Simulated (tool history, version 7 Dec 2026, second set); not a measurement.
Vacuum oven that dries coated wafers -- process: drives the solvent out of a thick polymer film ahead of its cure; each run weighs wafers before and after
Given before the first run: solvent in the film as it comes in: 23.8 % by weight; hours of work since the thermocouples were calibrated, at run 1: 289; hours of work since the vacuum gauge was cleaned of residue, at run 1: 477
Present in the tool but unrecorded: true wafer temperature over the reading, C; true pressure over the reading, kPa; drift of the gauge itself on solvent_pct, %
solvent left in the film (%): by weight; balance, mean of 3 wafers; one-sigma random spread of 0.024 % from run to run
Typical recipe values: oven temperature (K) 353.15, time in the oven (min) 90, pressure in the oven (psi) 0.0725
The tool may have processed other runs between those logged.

| run | hour | oven temperature (K) | time in the oven (min) | pressure in the oven (psi) | hours of work since the thermocouples were calibrated | hours of work since the vacuum gauge was cleaned of residue | solvent left in the film (%) |
|---|---|---|---|---|---|---|---|
| 1 | 0.0 | 353.15 | 90 | 0.0725 | 289 | 477 | 3.48 |
| 2 | 29.1 | 353.15 | 90 | 0.0725 | 310 | 497 | 3.46 |
| 3 | 60.3 | 356.15 | 90 | 0.0725 | 331 | 519 | 2.59 |
| 4 | 83.7 | 356.15 | 90 | 0.0725 | 348 | 535 | 2.63 |
| 5 | 100.6 | 356.15 | 90 | 0.0725 | 359 | 547 | 2.58 |
| 6 | 132.2 | 356.15 | 90 | 0.0725 | 382 | 569 | 2.60 |
| 7 | 164.7 | 356.15 | 90 | 0.0725 | 404 | 592 | 2.60 |
| 8 | 197.8 | 356.15 | 49 | 0.0725 | 427 | 615 | 6.18 |
| 9 | 217.8 | 356.15 | 49 | 0.0725 | 441 | 629 | 6.20 |
| 10 | 240.0 | 356.15 | 49 | 0.0725 | 457 | 644 | 6.14 |
| 11 | 273.6 | 356.15 | 49 | 0.0725 | 480 | 668 | 6.14 |
| 12 | 288.0 | 351.15 | 90 | 0.0725 | 490 | 678 | 4.06 |
| 13 | 318.0 | 351.15 | 90 | 0.0725 | 511 | 699 | 4.04 |
| 14 | 351.9 | 351.15 | 90 | 0.0725 | 535 | 722 | 4.08 |
| 15 | 370.8 | 351.15 | 90 | 0.0725 | 548 | 735 | 4.10 |
| 16 | 388.0 | 351.15 | 90 | 0.0725 | 560 | 748 | 4.02 |
| 17 | 415.9 | 351.15 | 90 | 0.0725 | 579 | 767 | 4.02 |
| 18 | 443.7 | 353.15 | 90 | 0.0725 | 599 | 786 | 3.38 |
| 19 | 464.8 | 353.15 | 90 | 0.0725 | 614 | 801 | 3.39 |
| 20 | 490.5 | 341.15 | 90 | 0.0725 | 631 | 819 | 7.89 |
| 21 | 520.7 | 341.15 | 90 | 0.0725 | 653 | 840 | 7.88 |
| 22 | 536.4 | 358.15 | 90 | 0.0725 | 663 | 851 | 2.03 |
| 23 | 551.6 | 358.15 | 90 | 0.0725 | 674 | 862 | 2.07 |
| 24 | 571.6 | 358.15 | 90 | 0.0725 | 688 | 876 | 2.04 |
| 25 | 585.9 | 354.15 | 90 | 0.0368 | 698 | 886 | 2.90 |
| 26 | 605.8 | 354.15 | 90 | 0.0368 | 712 | 899 | 2.90 |
| 27 | 635.2 | 354.15 | 90 | 0.0368 | 732 | 920 | 2.86 |
| 28 | 668.4 | 354.15 | 90 | 0.0368 | 756 | 943 | 2.91 |
| 29 | 697.0 | 348.15 | 54 | 0.0496 | 776 | 963 | 8.35 |
| 30 | 723.2 | 365.15 | 90 | 0.0725 | 794 | 981 | 0.93 |
| 31 | 738.9 | 365.15 | 90 | 0.0725 | 805 | 992 | 0.94 |
| 32 | 769.9 | 365.15 | 90 | 0.0725 | 826 | 1014 | 0.94 |
|  | 788.8 | vacuum gauge cleaned of residue and calibrated |
| 33 | 792.8 | 365.15 | 90 | 0.0725 | 841 | 3 | 0.76 |
| 34 | 817.5 | 365.15 | 90 | 0.0725 | 859 | 20 | 0.77 |
| 35 | 847.0 | 353.15 | 90 | 0.1432 | 879 | 41 | 3.41 |
| 36 | 874.0 | 353.15 | 90 | 0.1432 | 898 | 59 | 3.43 |
| 37 | 888.0 | 368.15 | 58 | 0.0866 | 908 | 69 | 1.54 |
| 38 | 917.7 | 368.15 | 58 | 0.0866 | 928 | 90 | 1.55 |
| 39 | 940.7 | 368.15 | 58 | 0.0866 | 945 | 106 | 1.51 |
| 40 | 960.5 | 362.15 | 90 | 0.0725 | 958 | 120 | 1.12 |
| 41 | 992.0 | 347.15 | 113 | 0.0715 | 980 | 142 | 3.66 |
| 42 | 1010.2 | 366.15 | 113 | 0.0715 | 993 | 154 | 0.42 |
| 43 | 1040.3 | 365.15 | 56 | 0.0651 | 1014 | 175 | 2.20 |
| 44 | 1062.2 | 365.15 | 56 | 0.0651 | 1029 | 191 | 2.19 |
| 45 | 1079.0 | 353.15 | 56 | 0.1276 | 1041 | 202 | 6.19 |
| 46 | 1097.6 | 349.15 | 115 | 0.1223 | 1054 | 215 | 3.27 |

Across each entry between runs, compare the hidden state at the last listed run before it with the hidden state at the first listed run after it:
Between runs 32 and 33: vacuum gauge cleaned of residue and calibrated (hour 788.8)
  true wafer temperature over the reading, C: 1.42 -> 1.45; true pressure over the reading, kPa: 0.308 -> 0.004
  what was measured, less what the result would be without the hidden state, solvent left in the film (%): +0.00 -> -0.16

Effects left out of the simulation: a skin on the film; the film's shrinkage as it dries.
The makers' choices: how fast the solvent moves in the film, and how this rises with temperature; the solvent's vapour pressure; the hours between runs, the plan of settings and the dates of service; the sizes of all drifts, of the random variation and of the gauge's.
